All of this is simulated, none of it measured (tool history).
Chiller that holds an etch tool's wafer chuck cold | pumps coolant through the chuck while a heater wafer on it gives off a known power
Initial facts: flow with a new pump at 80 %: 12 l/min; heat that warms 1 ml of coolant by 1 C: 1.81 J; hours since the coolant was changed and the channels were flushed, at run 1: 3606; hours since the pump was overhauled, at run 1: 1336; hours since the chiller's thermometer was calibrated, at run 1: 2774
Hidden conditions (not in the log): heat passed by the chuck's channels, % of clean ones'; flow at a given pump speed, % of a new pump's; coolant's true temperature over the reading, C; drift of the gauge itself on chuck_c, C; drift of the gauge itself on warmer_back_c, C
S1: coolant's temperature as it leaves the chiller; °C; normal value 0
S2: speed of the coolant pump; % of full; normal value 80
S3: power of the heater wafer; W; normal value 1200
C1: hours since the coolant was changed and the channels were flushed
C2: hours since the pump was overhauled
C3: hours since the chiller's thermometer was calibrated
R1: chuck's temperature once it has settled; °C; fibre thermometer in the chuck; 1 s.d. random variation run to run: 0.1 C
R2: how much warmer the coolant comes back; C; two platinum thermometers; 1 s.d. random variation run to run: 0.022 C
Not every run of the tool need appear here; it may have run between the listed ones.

| run | hour | S1 | S2 | S3 | C1 | C2 | C3 | R1 | R2 |
|---|---|---|---|---|---|---|---|---|---|
| 1 | 0.0 | 0 | 80 | 1200 | 3606 | 1336 | 2774 | 16.9 | 3.28 |
|  | 19.2 | chiller's thermometer calibrated |
| 2 | 41.7 | 0 | 80 | 1200 | 3647 | 1377 | 23 | 17.9 | 3.39 |
| 3 | 90.0 | 0 | 80 | 1200 | 3695 | 1425 | 71 | 17.8 | 3.38 |
| 4 | 161.8 | 0 | 80 | 1200 | 3767 | 1497 | 143 | 17.9 | 3.38 |
| 5 | 255.5 | 0 | 78 | 1200 | 3861 | 1591 | 236 | 18.4 | 3.48 |
| 6 | 338.0 | 5 | 80 | 1200 | 3943 | 1673 | 319 | 23.2 | 3.41 |
| 7 | 416.8 | 5 | 80 | 1200 | 4022 | 1752 | 398 | 23.1 | 3.41 |
| 8 | 460.9 | 5 | 80 | 1200 | 4066 | 1796 | 442 | 23.2 | 3.41 |
| 9 | 540.3 | 5 | 80 | 1200 | 4145 | 1875 | 521 | 23.4 | 3.40 |
| 10 | 612.0 | 5 | 80 | 1200 | 4217 | 1947 | 593 | 23.4 | 3.41 |
| 11 | 692.9 | 5 | 80 | 1200 | 4298 | 2028 | 674 | 23.6 | 3.39 |
| 12 | 788.3 | 8 | 80 | 1200 | 4393 | 2123 | 769 | 26.7 | 3.43 |
| 13 | 855.3 | 0 | 94 | 1200 | 4460 | 2190 | 836 | 16.4 | 2.96 |
| 14 | 906.8 | 0 | 94 | 1200 | 4512 | 2242 | 888 | 16.6 | 2.95 |
| 15 | 1001.3 | 0 | 68 | 1200 | 4606 | 2336 | 982 | 21.5 | 4.00 |
| 16 | 1051.8 | 0 | 68 | 1200 | 4657 | 2387 | 1033 | 21.5 | 4.05 |
| 17 | 1101.0 | 8 | 98 | 1460 | 4706 | 2436 | 1082 | 27.8 | 3.42 |
| 18 | 1189.5 | 8 | 85 | 699 | 4794 | 2525 | 1170 | 18.5 | 1.90 |
| 19 | 1277.0 | 8 | 85 | 699 | 4882 | 2612 | 1258 | 18.5 | 1.86 |
|  | 1311.1 | coolant changed, channels flushed |
| 20 | 1356.3 | 8 | 85 | 699 | 45 | 2685 | 1331 | 16.1 | 1.89 |
| 21 | 1442.1 | 8 | 85 | 699 | 131 | 2771 | 1417 | 16.3 | 1.91 |
| 22 | 1502.8 | 8 | 85 | 699 | 192 | 2832 | 1478 | 16.2 | 1.88 |
| 23 | 1555.5 | -4 | 62 | 1277 | 244 | 2885 | 1530 | 15.4 | 4.69 |
| 24 | 1644.0 | -4 | 62 | 1415 | 333 | 2973 | 1619 | 17.7 | 5.22 |
| 25 | 1732.4 | 8 | 62 | 662 | 421 | 3062 | 1707 | 18.0 | 2.43 |
| 26 | 1775.8 | -3 | 93 | 808 | 465 | 3105 | 1751 | 5.9 | 1.98 |
| 27 | 1844.0 | -3 | 93 | 808 | 533 | 3173 | 1819 | 6.0 | 2.01 |
| 28 | 1924.9 | 0 | 91 | 857 | 614 | 3254 | 1900 | 9.7 | 2.17 |
| 29 | 2017.4 | 0 | 80 | 1039 | 706 | 3347 | 1992 | 13.4 | 3.00 |
| 30 | 2099.5 | -10 | 66 | 1039 | 788 | 3429 | 2074 | 5.7 | 3.65 |
| 31 | 2142.9 | 4 | 74 | 1698 | 832 | 3472 | 2118 | 27.3 | 5.32 |
| 32 | 2239.9 | -5 | 74 | 1112 | 929 | 3569 | 2215 | 10.2 | 3.46 |

Consider 4 possible next runs. They are alternatives, not a sequence: every one starts from the tool as it was left by run 32. What does each give?
| A | 2325.2 | 9 | 80 | 1200 | 1014 | 3654 | 2300 | ? | ? |
| B | 2325.2 | -8 | 89 | 1558 | 1014 | 3654 | 2300 | ? | ? |
| C | 2325.2 | 2 | 94 | 1273 | 1014 | 3654 | 2300 | ? | ? |
| D | 2325.2 | 1 | 80 | 1200 | 1014 | 3654 | 2300 | ? | ? |

| run | R1 | R2 |
|---|---|---|
| A | 24.2 | 3.44 |
| B | 10.9 | 4.06 |
| C | 16.3 | 3.15 |
| D | 16.5 | 3.47 |
What these runs would have given with no unlogged condition in the tool:
| run | R1 | R2 |
|---|---|---|
| A | 23.4 | 3.27 |
| B | 9.8 | 3.86 |
| C | 15.6 | 2.99 |
| D | 15.6 | 3.30 |

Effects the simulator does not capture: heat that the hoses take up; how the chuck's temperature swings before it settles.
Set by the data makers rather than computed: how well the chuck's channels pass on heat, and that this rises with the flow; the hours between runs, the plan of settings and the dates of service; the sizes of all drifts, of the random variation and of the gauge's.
